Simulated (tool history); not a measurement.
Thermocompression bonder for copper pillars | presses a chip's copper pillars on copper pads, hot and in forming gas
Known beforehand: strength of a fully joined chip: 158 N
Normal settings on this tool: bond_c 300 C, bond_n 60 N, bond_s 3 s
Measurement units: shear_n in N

| run | day | bond_c | bond_n | bond_s | shear_n |
|---|---|---|---|---|---|
| 1 | 0.000 | 300 | 60 | 3 | 97.2 |
| 2 | 0.425 | 300 | 60 | 3 | 96.8 |
| 3 | 0.729 | 300 | 60 | 3 | 97.3 |
| 4 | 1.204 | 300 | 60 | 3 | 96.0 |
| 5 | 1.888 | 320 | 60 | 3 | 107.9 |
| 6 | 2.483 | 320 | 60 | 2 | 96.4 |
| 7 | 2.892 | 320 | 60 | 2 | 97.1 |
| 8 | 3.208 | 320 | 60 | 2 | 96.4 |
| 9 | 3.900 | 320 | 60 | 2 | 104.4 |
| 10 | 4.288 | 320 | 60 | 2 | 103.8 |
| 11 | 4.912 | 318 | 60 | 3 | 113.8 |
| 12 | 5.496 | 318 | 60 | 3 | 113.5 |
| 13 | 5.950 | 318 | 60 | 3 | 114.0 |
| 14 | 6.546 | 300 | 60 | 2 | 90.7 |
| 15 | 7.042 | 270 | 60 | 2 | 71.4 |
| 16 | 7.496 | 270 | 60 | 2 | 70.3 |
| 17 | 8.171 | 270 | 60 | 2 | 70.9 |
| 18 | 8.771 | 270 | 60 | 6 | 101.0 |
| 19 | 9.450 | 300 | 60 | 2 | 89.6 |
| 20 | 9.808 | 300 | 60 | 2 | 89.2 |
| 21 | 10.442 | 317 | 46 | 3 | 96.2 |
| 22 | 11.058 | 300 | 39 | 6 | 95.2 |
| 23 | 11.688 | 310 | 39 | 6 | 101.2 |
| 24 | 12.388 | 312 | 39 | 6 | 102.5 |
| 25 | 12.821 | 289 | 39 | 3 | 68.7 |
| 26 | 13.342 | 300 | 37 | 2 | 62.3 |
| 27 | 13.783 | 325 | 65 | 2 | 107.0 |
| 28 | 14.446 | 297 | 86 | 3 | 116.3 |
| 29 | 15.096 | 305 | 80 | 3 | 116.7 |
| 30 | 15.704 | 298 | 80 | 3 | 113.7 |
| 31 | 16.125 | 298 | 80 | 3 | 113.2 |
| 32 | 16.862 | 329 | 60 | 2 | 104.1 |
| 33 | 17.346 | 300 | 59 | 3 | 97.2 |
| 34 | 17.738 | 300 | 61 | 2 | 87.5 |
| 35 | 18.100 | 291 | 71 | 3 | 102.4 |
| 36 | 18.625 | 291 | 71 | 3 | 101.1 |
| 37 | 19.062 | 293 | 60 | 8 | 119.1 |
| 38 | 19.475 | 293 | 60 | 8 | 119.7 |
| 39 | 20.146 | 292 | 38 | 4 | 75.2 |

Withheld: 1 entry from between the runs. Position of each, and hidden state at the listed run before versus the listed run after:
Between runs 8 and 9: forming gas filter changed (day 3.312)
  force that reaches the chip, % of what is set: 105 -> 105.2; oxide that the forming gas leaves, % of the face: 7.62 -> 0.75
  measured minus no-state result, shear_n: -6.0 -> +1.3 N

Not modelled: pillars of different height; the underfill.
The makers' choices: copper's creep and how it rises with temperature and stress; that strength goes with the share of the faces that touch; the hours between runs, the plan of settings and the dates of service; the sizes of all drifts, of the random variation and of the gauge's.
